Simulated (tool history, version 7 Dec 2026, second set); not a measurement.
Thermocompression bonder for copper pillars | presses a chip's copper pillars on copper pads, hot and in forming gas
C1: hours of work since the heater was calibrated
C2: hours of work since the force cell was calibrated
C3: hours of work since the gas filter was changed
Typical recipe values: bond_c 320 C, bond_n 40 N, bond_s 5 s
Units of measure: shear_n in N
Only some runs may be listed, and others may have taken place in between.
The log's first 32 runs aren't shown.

Run 33, hour 352.3: usual settings but bond_c 347 C, bond_n 28 N; C1 398; C2 673; C3 378. Result: shear_n 62.5 N.
Run 34, hour 360.1: usual settings but bond_c 330 C, bond_n 48 N; C1 402; C2 676; C3 381. Result: shear_n 73.1 N.
Run 35, hour 374.2: usual settings but bond_c 312 C, bond_n 41 N, bond_s 4 s; C1 408; C2 683; C3 387. Result: shear_n 54.4 N.
Run 36, hour 383.8: usual settings but bond_c 348 C; C1 412; C2 687; C3 392. Result: shear_n 73.6 N.
Run 37, hour 392.0: usual settings but bond_c 315 C; C1 416; C2 690; C3 395. Result: shear_n 58.2 N.
Run 38, hour 403.8: usual settings but bond_c 350 C, bond_n 24 N, bond_s 3 s; C1 421; C2 696; C3 401. Result: shear_n 49.9 N.
Run 39, hour 411.5: usual settings but bond_c 350 C, bond_n 24 N, bond_s 3 s; C1 425; C2 699; C3 404. Result: shear_n 50.0 N.
Run 40, hour 425.6: usual settings but bond_n 25 N, bond_s 4 s; C1 431; C2 705; C3 410. Result: shear_n 41.0 N.

Alternative continuations, all from the tool just after run 40; predict every row:
Run A, hour 435.4: usual settings but bond_c 301 C, bond_n 32 N; C1 435; C2 710; C3 415. Result: shear_n ?.
Run B, hour 435.4: usual settings but bond_c 323 C, bond_s 3 s; C1 435; C2 710; C3 415. Result: shear_n ?.
Run C, hour 435.4: usual settings but bond_c 326 C, bond_n 38 N, bond_s 10 s; C1 435; C2 710; C3 415. Result: shear_n ?.

run  shear_n
  A     44.0
  B     54.7
  C     74.1
Without the tool's hidden state the same runs would have given:
run  shear_n
  A     46.7
  B     58.2
  C     79.2
